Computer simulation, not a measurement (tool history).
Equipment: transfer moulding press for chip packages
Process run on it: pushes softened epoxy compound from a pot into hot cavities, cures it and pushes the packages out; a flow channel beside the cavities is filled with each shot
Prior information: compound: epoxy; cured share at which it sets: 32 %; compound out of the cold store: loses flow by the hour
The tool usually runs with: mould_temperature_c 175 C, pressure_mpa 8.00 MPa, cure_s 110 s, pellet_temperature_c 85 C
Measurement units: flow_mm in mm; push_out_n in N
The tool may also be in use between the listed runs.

run	day	mould_temperature_c	pressure_mpa	cure_s	pellet_temperature_c	incoming compound's hours out of the cold store	flow_mm	push_out_n
1	0.000	175	8.00	110	85	45.6	436	813
2	0.496	175	6.50	110	85	43.0	399	869
3	1.088	179	8.00	110	85	14.4	507	872
4	1.812	175	8.00	110	85	15.4	516	1154
5	2.625	175	8.00	110	85	19.5	507	1230
6	3.333	175	8.00	110	85	24.9	490	1132
7	3.717	175	8.00	110	85	30.2	480	1129
8	4.333	175	8.00	110	85	11.8	526	1172
9	5.062	175	9.71	125	85	15.9	607	479
10	5.504	168	9.71	125	85	28.0	574	711
11	5.871	175	8.26	110	85	45.3	483	637

Removed from this log: 3 entries logged between the listed runs. Between which two listed runs does each belong, and how does the tool's hidden state at the listed run before it compare with that at the listed run after it?
Between runs 3 and 4: cavities cleaned with cleaning compound and waxed (day 1.650)
  true mould temperature over the reading, C: 0.02 -> 0.03; pressure that reaches the compound, % of what is set: 87.5 -> 87.18; grip of the stained cavities, % over clean ones': 88.6 -> 126.4
  what was measured, less what the result would be without the hidden state, flow_mm: -35 -> -37 mm; push_out_n: +409 -> +642 N
Between runs 8 and 9: plunger's sealing rings changed (day 4.667); cavities cleaned with cleaning compound and waxed, once more (day 4.888)
  true mould temperature over the reading, C: 0.1 -> 0.11; pressure that reaches the compound, % of what is set: 85.91 -> 99.02; grip of the stained cavities, % over clean ones': 125.3 -> 7.7
  what was measured, less what the result would be without the hidden state, flow_mm: -42 -> -3 mm; push_out_n: +646 -> +34 N

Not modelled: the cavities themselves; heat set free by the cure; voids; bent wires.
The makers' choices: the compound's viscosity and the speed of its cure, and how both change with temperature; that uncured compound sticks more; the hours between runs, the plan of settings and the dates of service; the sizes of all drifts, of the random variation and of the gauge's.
